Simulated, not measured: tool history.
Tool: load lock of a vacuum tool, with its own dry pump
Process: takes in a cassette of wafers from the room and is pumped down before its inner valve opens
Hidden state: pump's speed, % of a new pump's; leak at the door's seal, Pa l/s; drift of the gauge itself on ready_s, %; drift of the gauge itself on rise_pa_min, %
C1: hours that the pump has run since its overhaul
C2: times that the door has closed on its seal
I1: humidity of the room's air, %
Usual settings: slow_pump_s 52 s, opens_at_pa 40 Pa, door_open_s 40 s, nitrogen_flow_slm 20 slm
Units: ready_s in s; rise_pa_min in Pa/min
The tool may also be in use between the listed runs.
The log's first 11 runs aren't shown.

run 12 hour=855.2 | slow_pump_s=52 opens_at_pa=40 door_open_s=40 nitrogen_flow_slm=20 | C1=594 C2=5186 | I1=47.5 | ready_s=71.2 rise_pa_min=0.035
run 13 hour=921.2 | slow_pump_s=52 opens_at_pa=40 door_open_s=132 nitrogen_flow_slm=20 | C1=660 C2=5393 | I1=46.5 | ready_s=71.0 rise_pa_min=0.046
run 14 hour=1014.7 | slow_pump_s=52 opens_at_pa=40 door_open_s=132 nitrogen_flow_slm=20 | C1=753 C2=5686 | I1=43.0 | ready_s=71.3 rise_pa_min=0.050
run 15 hour=1080.1 | slow_pump_s=52 opens_at_pa=40 door_open_s=40 nitrogen_flow_slm=20 | C1=819 C2=5891 | I1=45.6 | ready_s=70.7 rise_pa_min=0.046
run 16 hour=1171.4 | slow_pump_s=52 opens_at_pa=40 door_open_s=40 nitrogen_flow_slm=20 | C1=910 C2=6177 | I1=46.2 | ready_s=71.3 rise_pa_min=0.047
run 17 hour=1217.8 | slow_pump_s=52 opens_at_pa=40 door_open_s=40 nitrogen_flow_slm=20 | C1=957 C2=6323 | I1=46.9 | ready_s=70.5 rise_pa_min=0.042
run 18 hour=1320.1 | slow_pump_s=56 opens_at_pa=40 door_open_s=40 nitrogen_flow_slm=20 | C1=1059 C2=6643 | I1=43.5 | ready_s=73.9 rise_pa_min=0.048
run 19 hour=1421.2 | slow_pump_s=62 opens_at_pa=40 door_open_s=40 nitrogen_flow_slm=9 | C1=1160 C2=6960 | I1=45.7 | ready_s=80.2 rise_pa_min=0.059
run 20 hour=1506.4 | slow_pump_s=62 opens_at_pa=60 door_open_s=40 nitrogen_flow_slm=11 | C1=1245 C2=7227 | I1=44.0 | ready_s=79.2 rise_pa_min=0.059
run 21 hour=1587.3 | slow_pump_s=52 opens_at_pa=76 door_open_s=40 nitrogen_flow_slm=6 | C1=1326 C2=7481 | I1=44.6 | ready_s=69.8 rise_pa_min=0.065
run 22 hour=1644.8 | slow_pump_s=42 opens_at_pa=40 door_open_s=39 nitrogen_flow_slm=20 | C1=1384 C2=7661 | I1=42.5 | ready_s=60.9 rise_pa_min=0.044
run 23 hour=1720.6 | slow_pump_s=52 opens_at_pa=40 door_open_s=231 nitrogen_flow_slm=5 | C1=1459 C2=7899 | I1=46.4 | ready_s=71.6 rise_pa_min=0.109
run 24 hour=1819.3 | slow_pump_s=52 opens_at_pa=40 door_open_s=40 nitrogen_flow_slm=30 | C1=1558 C2=8208 | I1=44.0 | ready_s=70.4 rise_pa_min=0.049
run 25 hour=1906.4 | slow_pump_s=72 opens_at_pa=40 door_open_s=40 nitrogen_flow_slm=42 | C1=1645 C2=8481 | I1=44.9 | ready_s=89.6 rise_pa_min=0.049
run 26 hour=1955.2 | slow_pump_s=72 opens_at_pa=40 door_open_s=40 nitrogen_flow_slm=42 | C1=1694 C2=8634 | I1=44.7 | ready_s=89.1 rise_pa_min=0.053
run 27 hour=2017.4 | slow_pump_s=38 opens_at_pa=34 door_open_s=40 nitrogen_flow_slm=20 | C1=1756 C2=8829 | I1=43.6 | ready_s=58.3 rise_pa_min=0.060
run 28 hour=2119.6 | slow_pump_s=52 opens_at_pa=56 door_open_s=132 nitrogen_flow_slm=20 | C1=1858 C2=9150 | I1=41.0 | ready_s=70.1 rise_pa_min=0.061
run 29 hour=2195.7 | slow_pump_s=52 opens_at_pa=32 door_open_s=27 nitrogen_flow_slm=10 | C1=1934 C2=9388 | I1=43.6 | ready_s=72.5 rise_pa_min=0.068
run 30 hour=2250.4 | slow_pump_s=52 opens_at_pa=32 door_open_s=27 nitrogen_flow_slm=10 | C1=1989 C2=9560 | I1=44.5 | ready_s=72.4 rise_pa_min=0.070
run 31 hour=2299.6 | slow_pump_s=52 opens_at_pa=32 door_open_s=27 nitrogen_flow_slm=10 | C1=2038 C2=9714 | I1=43.0 | ready_s=72.8 rise_pa_min=0.067
run 32 hour=2377.4 | slow_pump_s=52 opens_at_pa=32 door_open_s=27 nitrogen_flow_slm=10 | C1=2116 C2=9958 | I1=44.5 | ready_s=71.0 rise_pa_min=0.072
run 33 hour=2482.5 | slow_pump_s=101 opens_at_pa=56 door_open_s=28 nitrogen_flow_slm=17 | C1=2221 C2=10287 | I1=46.9 | ready_s=113.2 rise_pa_min=0.069
run 34 hour=2529.7 | slow_pump_s=52 opens_at_pa=40 door_open_s=40 nitrogen_flow_slm=8 | C1=2268 C2=10435 | I1=47.8 | ready_s=70.5 rise_pa_min=0.077
run 35 hour=2578.3 | slow_pump_s=52 opens_at_pa=40 door_open_s=80 nitrogen_flow_slm=16 | C1=2317 C2=10587 | I1=47.0 | ready_s=71.7 rise_pa_min=0.071
run 36 hour=2674.6 | slow_pump_s=49 opens_at_pa=33 door_open_s=26 nitrogen_flow_slm=13 | C1=2413 C2=10889 | I1=44.1 | ready_s=68.3 rise_pa_min=0.075

4 ways to go on from here, each from the tool as it stands after run 36. What would each give?
run A hour=2780.9 | slow_pump_s=29 opens_at_pa=33 door_open_s=25 nitrogen_flow_slm=13 | C1=2520 C2=11222 | I1=47.8 | ready_s=? rise_pa_min=?
run B hour=2780.9 | slow_pump_s=101 opens_at_pa=56 door_open_s=26 nitrogen_flow_slm=38 | C1=2520 C2=11222 | I1=45.4 | ready_s=? rise_pa_min=?
run C hour=2780.9 | slow_pump_s=58 opens_at_pa=40 door_open_s=204 nitrogen_flow_slm=5 | C1=2520 C2=11222 | I1=41.9 | ready_s=? rise_pa_min=?
run D hour=2780.9 | slow_pump_s=28 opens_at_pa=33 door_open_s=26 nitrogen_flow_slm=42 | C1=2520 C2=11222 | I1=44.1 | ready_s=? rise_pa_min=?

run=A ready_s=50.8 rise_pa_min=0.075
run=B ready_s=115.1 rise_pa_min=0.061
run=C ready_s=76.4 rise_pa_min=0.119
run=D ready_s=50.1 rise_pa_min=0.067
Without the tool's hidden state the same runs would have given:
run=A ready_s=50.1 rise_pa_min=0.019
run=B ready_s=114.7 rise_pa_min=0.005
run=C ready_s=75.8 rise_pa_min=0.062
run=D ready_s=49.3 rise_pa_min=0.010
